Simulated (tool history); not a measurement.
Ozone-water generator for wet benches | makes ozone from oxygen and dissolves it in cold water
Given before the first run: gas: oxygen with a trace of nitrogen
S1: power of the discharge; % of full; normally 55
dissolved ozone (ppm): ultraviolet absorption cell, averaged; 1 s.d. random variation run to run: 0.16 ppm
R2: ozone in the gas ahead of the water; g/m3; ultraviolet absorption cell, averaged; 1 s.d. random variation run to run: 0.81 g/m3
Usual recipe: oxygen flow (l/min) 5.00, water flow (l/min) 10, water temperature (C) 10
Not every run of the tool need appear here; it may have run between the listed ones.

{"run": 1, "hour": 0.0, "S1": 55, "oxygen flow (l/min)": 5.0, "water flow (l/min)": 10, "water temperature (C)": 10, "dissolved ozone (ppm)": 19.2, "R2": 117.9}
{"run": 2, "hour": 78.2, "S1": 55, "oxygen flow (l/min)": 5.41, "water flow (l/min)": 10, "water temperature (C)": 10, "dissolved ozone (ppm)": 19.4, "R2": 113.0}
{"run": 3, "hour": 208.2, "S1": 55, "oxygen flow (l/min)": 5.41, "water flow (l/min)": 10, "water temperature (C)": 10, "dissolved ozone (ppm)": 19.0, "R2": 113.4}
{"run": 4, "hour": 304.6, "S1": 55, "oxygen flow (l/min)": 5.41, "water flow (l/min)": 10, "water temperature (C)": 10, "dissolved ozone (ppm)": 19.2, "R2": 112.9}
{"run": 5, "hour": 420.4, "S1": 55, "oxygen flow (l/min)": 5.41, "water flow (l/min)": 10, "water temperature (C)": 10, "dissolved ozone (ppm)": 18.6, "R2": 111.6}
{"run": 6, "hour": 526.3, "S1": 55, "oxygen flow (l/min)": 5.0, "water flow (l/min)": 10, "water temperature (C)": 9, "dissolved ozone (ppm)": 19.2, "R2": 115.3}
{"run": 7, "hour": 600.5, "S1": 55, "oxygen flow (l/min)": 6.3, "water flow (l/min)": 10, "water temperature (C)": 9, "dissolved ozone (ppm)": 19.3, "R2": 105.6}
{"hour": 616.0, "done": "contactor cleaned"}
{"run": 8, "hour": 723.3, "S1": 55, "oxygen flow (l/min)": 5.0, "water flow (l/min)": 10, "water temperature (C)": 9, "dissolved ozone (ppm)": 18.7, "R2": 114.1}
{"hour": 789.0, "done": "water thermometer calibrated"}
{"run": 9, "hour": 812.6, "S1": 55, "oxygen flow (l/min)": 5.0, "water flow (l/min)": 10, "water temperature (C)": 10, "dissolved ozone (ppm)": 18.3, "R2": 114.4}
{"run": 10, "hour": 883.0, "S1": 55, "oxygen flow (l/min)": 5.0, "water flow (l/min)": 10, "water temperature (C)": 10, "dissolved ozone (ppm)": 18.5, "R2": 113.2}
{"run": 11, "hour": 972.4, "S1": 55, "oxygen flow (l/min)": 5.0, "water flow (l/min)": 10, "water temperature (C)": 10, "dissolved ozone (ppm)": 18.3, "R2": 112.8}
{"run": 12, "hour": 1031.0, "S1": 55, "oxygen flow (l/min)": 5.0, "water flow (l/min)": 10, "water temperature (C)": 10, "dissolved ozone (ppm)": 17.9, "R2": 111.7}
{"run": 13, "hour": 1101.7, "S1": 55, "oxygen flow (l/min)": 5.0, "water flow (l/min)": 10, "water temperature (C)": 10, "dissolved ozone (ppm)": 18.3, "R2": 112.2}
{"hour": 1130.4, "done": "contactor cleaned, once more"}
{"run": 14, "hour": 1185.8, "S1": 76, "oxygen flow (l/min)": 5.0, "water flow (l/min)": 12, "water temperature (C)": 10, "dissolved ozone (ppm)": 21.3, "R2": 142.6}
{"run": 15, "hour": 1315.2, "S1": 55, "oxygen flow (l/min)": 5.02, "water flow (l/min)": 11, "water temperature (C)": 10, "dissolved ozone (ppm)": 17.8, "R2": 111.5}
{"run": 16, "hour": 1429.2, "S1": 55, "oxygen flow (l/min)": 5.0, "water flow (l/min)": 10, "water temperature (C)": 10, "dissolved ozone (ppm)": 18.5, "R2": 111.6}
{"run": 17, "hour": 1539.4, "S1": 55, "oxygen flow (l/min)": 5.0, "water flow (l/min)": 10, "water temperature (C)": 10, "dissolved ozone (ppm)": 18.9, "R2": 109.9}
{"run": 18, "hour": 1659.7, "S1": 55, "oxygen flow (l/min)": 8.31, "water flow (l/min)": 10, "water temperature (C)": 10, "dissolved ozone (ppm)": 18.7, "R2": 92.6}
{"run": 19, "hour": 1779.8, "S1": 55, "oxygen flow (l/min)": 3.69, "water flow (l/min)": 10, "water temperature (C)": 10, "dissolved ozone (ppm)": 17.6, "R2": 123.0}
{"run": 20, "hour": 1896.3, "S1": 55, "oxygen flow (l/min)": 3.69, "water flow (l/min)": 10, "water temperature (C)": 10, "dissolved ozone (ppm)": 17.7, "R2": 122.5}
{"run": 21, "hour": 2021.9, "S1": 55, "oxygen flow (l/min)": 5.71, "water flow (l/min)": 10, "water temperature (C)": 10, "dissolved ozone (ppm)": 18.0, "R2": 104.0}
{"run": 22, "hour": 2115.5, "S1": 75, "oxygen flow (l/min)": 6.02, "water flow (l/min)": 7, "water temperature (C)": 7, "dissolved ozone (ppm)": 29.8, "R2": 128.4}
{"run": 23, "hour": 2213.9, "S1": 75, "oxygen flow (l/min)": 6.02, "water flow (l/min)": 7, "water temperature (C)": 7, "dissolved ozone (ppm)": 29.4, "R2": 126.6}

What if the next run were any one of these 4? Each begins from the tool's condition after run 23:
{"run": "A", "hour": 2292.4, "S1": 55, "oxygen flow (l/min)": 3.4, "water flow (l/min)": 6, "water temperature (C)": 10, "dissolved ozone (ppm)": "?", "R2": "?"}
{"run": "B", "hour": 2292.4, "S1": 58, "oxygen flow (l/min)": 7.12, "water flow (l/min)": 10, "water temperature (C)": 7, "dissolved ozone (ppm)": "?", "R2": "?"}
{"run": "C", "hour": 2292.4, "S1": 55, "oxygen flow (l/min)": 8.67, "water flow (l/min)": 13, "water temperature (C)": 15, "dissolved ozone (ppm)": "?", "R2": "?"}
{"run": "D", "hour": 2292.4, "S1": 66, "oxygen flow (l/min)": 6.02, "water flow (l/min)": 8, "water temperature (C)": 16, "dissolved ozone (ppm)": "?", "R2": "?"}

run=A dissolved_ozone_(ppm)=24.2 R2=124.0
run=B dissolved_ozone_(ppm)=19.9 R2=97.8
run=C dissolved_ozone_(ppm)=13.8 R2=87.7
run=D dissolved_ozone_(ppm)=20.7 R2=115.0
Had the tool no hidden state, the same runs would have come out as:
run=A dissolved_ozone_(ppm)=29.1 R2=145.3
run=B dissolved_ozone_(ppm)=24.2 R2=115.8
run=C dissolved_ozone_(ppm)=16.7 R2=102.8
run=D dissolved_ozone_(ppm)=25.6 R2=138.6

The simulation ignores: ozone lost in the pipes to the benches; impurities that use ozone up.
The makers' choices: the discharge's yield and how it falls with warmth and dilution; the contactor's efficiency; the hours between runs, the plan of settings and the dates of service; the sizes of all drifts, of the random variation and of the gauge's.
